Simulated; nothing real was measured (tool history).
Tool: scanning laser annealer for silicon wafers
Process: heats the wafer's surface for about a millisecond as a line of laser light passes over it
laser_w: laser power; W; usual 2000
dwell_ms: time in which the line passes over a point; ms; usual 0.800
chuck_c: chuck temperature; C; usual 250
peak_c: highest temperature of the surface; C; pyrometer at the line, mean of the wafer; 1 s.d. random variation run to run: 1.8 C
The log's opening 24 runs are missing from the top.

Run 25, day 31.725: usual settings but chuck_c 242 C. Result: peak_c 1026 C.
Run 26, day 33.183: usual settings but chuck_c 242 C. Result: peak_c 1027 C.
Run 27, day 34.350: usual settings but laser_w 1962 W. Result: peak_c 1013 C.
Run 28, day 35.450: usual settings but laser_w 1931 W. Result: peak_c 998 C.
Run 29, day 36.246: usual settings but dwell_ms 0.564 ms. Result: peak_c 913 C.
Run 30, day 37.312: usual settings but dwell_ms 0.564 ms. Result: peak_c 914 C.
Run 31, day 38.962: usual settings but laser_w 2183 W, chuck_c 269 C. Result: peak_c 1125 C.
Run 32, day 39.912: usual settings but laser_w 2191 W, dwell_ms 0.996 ms. Result: peak_c 1196 C.
Run 33, day 41.775: usual settings but laser_w 1720 W, dwell_ms 0.608 ms, chuck_c 278 C. Result: peak_c 852 C.
Run 34, day 42.662: usual settings but laser_w 2144 W, dwell_ms 0.608 ms, chuck_c 253 C. Result: peak_c 993 C.
Run 35, day 43.538: usual settings but laser_w 2076 W, dwell_ms 0.818 ms, chuck_c 234 C. Result: peak_c 1044 C.
Run 36, day 45.375: usual settings but laser_w 2019 W, dwell_ms 0.876 ms, chuck_c 276 C. Result: peak_c 1079 C.
Run 37, day 47.158: usual settings but laser_w 2143 W, dwell_ms 0.997 ms, chuck_c 269 C. Result: peak_c 1184 C.
Run 38, day 48.142: usual settings but laser_w 2143 W, dwell_ms 0.997 ms, chuck_c 269 C. Result: peak_c 1181 C.
Run 39, day 49.250: usual settings but laser_w 1910 W, dwell_ms 0.667 ms, chuck_c 229 C. Result: peak_c 897 C.
Run 40, day 50.442: usual settings but laser_w 1727 W, dwell_ms 0.841 ms, chuck_c 284 C. Result: peak_c 943 C.
Run 41, day 51.525: usual settings but laser_w 1873 W, dwell_ms 0.841 ms, chuck_c 286 C. Result: peak_c 1005 C.

Forecast each of these 3 alternatives for the next run:
At day 52.346: window over the wafer cleaned.
Run A, day 53.558: usual settings but laser_w 2136 W, dwell_ms 0.560 ms, chuck_c 286 C. Result: peak_c ?.
At day 52.346: window over the wafer cleaned.
Run B, day 53.558: usual settings but laser_w 1892 W, dwell_ms 0.954 ms, chuck_c 245 C. Result: peak_c ?.
At day 52.346: window over the wafer cleaned.
Run C, day 53.558: usual settings but dwell_ms 0.582 ms, chuck_c 289 C. Result: peak_c ?.

run  peak_c
  A    1019
  B    1050
  C     978
Without the tool's unlogged condition, the same runs would have read:
run  peak_c
  A    1025
  B    1056
  C     983
